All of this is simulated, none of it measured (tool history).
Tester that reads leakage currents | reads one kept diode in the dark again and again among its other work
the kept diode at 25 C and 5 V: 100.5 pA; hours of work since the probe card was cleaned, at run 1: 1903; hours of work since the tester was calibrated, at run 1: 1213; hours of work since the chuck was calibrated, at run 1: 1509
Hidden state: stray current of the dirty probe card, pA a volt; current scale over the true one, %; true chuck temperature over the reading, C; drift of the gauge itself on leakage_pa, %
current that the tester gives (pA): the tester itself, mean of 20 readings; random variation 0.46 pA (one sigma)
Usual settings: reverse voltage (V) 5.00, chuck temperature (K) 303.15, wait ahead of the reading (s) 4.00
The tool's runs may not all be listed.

run,hour,reverse voltage (V),chuck temperature (K),wait ahead of the reading (s),hours of work since the probe card was cleaned,hours of work since the tester was calibrated,hours of work since the chuck was calibrated,current that the tester gives (pA)
1,0.0,5.00,303.15,4.00,1903,1213,1509,140.18
2,49.0,5.00,318.15,4.00,1938,1247,1543,443.02
# hour 95.0: probe card cleaned and baked
3,118.7,5.00,303.15,4.00,17,1295,1591,135.37
4,172.7,5.00,303.15,4.00,55,1333,1629,135.36
5,215.2,5.00,303.15,4.00,85,1363,1659,134.38
# hour 224.4: tester calibrated
6,261.8,5.00,303.15,4.00,117,27,1691,135.20
7,363.2,5.00,303.15,4.00,189,99,1763,134.28
8,453.7,5.00,303.15,0.77,253,163,1827,135.05
9,549.0,5.00,303.15,0.77,321,230,1895,134.61
# hour 609.6: tester calibrated, once more
10,624.0,1.52,303.15,2.78,373,10,1947,67.49
11,680.0,1.15,314.15,2.49,413,50,1986,137.63
12,742.8,1.15,314.15,2.49,457,95,2031,136.66
# hour 812.7: chuck's temperature calibrated
13,845.9,5.00,309.15,1.57,529,166,24,249.58
14,932.6,5.00,309.15,1.57,590,228,85,248.59
15,1012.9,5.00,303.15,2.53,647,285,142,152.80

5 ways to go on from here, each from the tool as it stands after run 15. What would each give?
A,1071.5,5.00,301.15,3.28,689,327,184,?
B,1071.5,5.00,298.15,2.53,689,327,184,?
C,1071.5,5.00,315.15,2.06,689,327,184,?
D,1071.5,1.52,303.15,2.53,689,327,184,?
E,1071.5,2.01,308.15,9.25,689,327,184,?

run,current that the tester gives (pA)
A,129.79
B,102.43
C,391.86
D,77.94
E,137.19
Without the tool's hidden state the same runs would have given:
run,current that the tester gives (pA)
A,129.46
B,101.92
C,393.07
D,78.10
E,137.60
